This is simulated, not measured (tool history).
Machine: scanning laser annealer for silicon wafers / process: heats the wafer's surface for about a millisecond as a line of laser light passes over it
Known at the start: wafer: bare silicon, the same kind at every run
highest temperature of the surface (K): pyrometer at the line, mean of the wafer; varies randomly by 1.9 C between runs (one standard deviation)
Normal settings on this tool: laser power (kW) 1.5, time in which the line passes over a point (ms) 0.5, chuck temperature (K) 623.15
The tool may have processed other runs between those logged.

run    hour  laser power (kW)  time in which the line passes over a point (ms)  chuck temperature (K)  highest temperature of the surface (K)
  1       0               1.5                                              0.5                 623.15                                 1413.15
  2    46.3               1.5                                              0.5                 623.15                                 1413.15
  3    75.6               1.5                                              0.5                 623.15                                 1413.15
  4   105.8               1.5                                              0.5                 623.15                                 1416.15
  5   128.2               1.5                                              0.5                 623.15                                 1411.15
  6   164.8               1.5                                              0.5                 623.15                                 1418.15
  7   206.3               1.5                                             0.49                 623.15                                 1408.15
  8   240.6               1.5                                              0.5                 591.15                                 1383.15
  9   270.2               1.5                                              0.5                 623.15                                 1416.15
 10     302               1.5                                            0.484                 623.15                                 1404.15
 11   342.2               1.5                                            0.484                 623.15                                 1405.15
 12     365               1.5                                              0.5                 593.15                                 1388.15
 13   402.7               1.5                                              0.5                 593.15                                 1384.15
 14   432.5               1.5                                              0.5                 593.15                                 1387.15
 15   469.2               1.5                                              0.5                 623.15                                 1411.15
 16   489.9               1.5                                              0.5                 598.15                                 1388.15
      495.7  -- window over the wafer cleaned
 17   525.7             1.479                                              0.5                 623.15                                 1407.15
 18   569.7             1.479                                              0.5                 623.15                                 1403.15
 19     599               1.5                                              0.5                 602.15                                 1395.15
 20   643.1               1.5                                              0.5                 625.15                                 1416.15
 21   688.7               1.5                                              0.5                 625.15                                 1417.15
 22   717.3               1.5                                              0.5                 625.15                                 1418.15
 23   761.9             1.615                                            0.431                 649.15                                 1447.15
 24   793.3              1.34                                            0.599                 640.15                                 1409.15
 25   815.7             1.635                                            0.494                 590.15                                 1447.15
 26   838.3             1.402                                            0.446                 623.15                                 1332.15
 27   870.4               1.5                                            0.411                 623.15                                 1350.15
 28   890.6             1.313                                            0.526                 613.15                                 1326.15
 29   930.5             1.313                                            0.526                 613.15                                 1326.15
 30     961             1.404                                            0.444                 609.15                                 1318.15
 31   999.6             1.404                                            0.444                 644.15                                 1350.15
     1030.6  -- optics aligned, line set to its width
 32  1033.1             1.404                                            0.444                 644.15                                 1352.15
 33  1076.1             1.623                                            0.515                 623.15                                 1491.15
 34  1107.1             1.464                                              0.5                 652.15                                 1427.15
 35  1155.3             1.464                                              0.5                 652.15                                 1426.15
 36  1182.7             1.393                                            0.496                 623.15                                 1359.15
 37  1217.9             1.284                                            0.479                 662.15                                 1334.15
 38  1259.1               1.5                                            0.578                 643.15                                 1489.15
 39  1306.8             1.645                                            0.449                 623.15                                 1445.15
 40  1348.1             1.645                                            0.449                 623.15                                 1448.15

4 options for the next run, each taken on its own from the tool as it stands now. Forecast them:
  A  1379.9             1.645                                            0.492                 611.15                                       ?
  B  1379.9             1.597                                            0.433                 588.15                                       ?
  C  1379.9               1.5                                              0.5                 648.15                                       ?
  D  1379.9             1.445                                            0.607                 623.15                                       ?

run  highest temperature of the surface (K)
  A                                 1472.15
  B                                 1379.15
  C                                 1442.15
  D                                 1457.15
With the hidden condition removed and each run's random variation left untouched, the same runs would have given:
run  highest temperature of the surface (K)
  A                                 1473.15
  B                                 1380.15
  C                                 1443.15
  D                                 1458.15

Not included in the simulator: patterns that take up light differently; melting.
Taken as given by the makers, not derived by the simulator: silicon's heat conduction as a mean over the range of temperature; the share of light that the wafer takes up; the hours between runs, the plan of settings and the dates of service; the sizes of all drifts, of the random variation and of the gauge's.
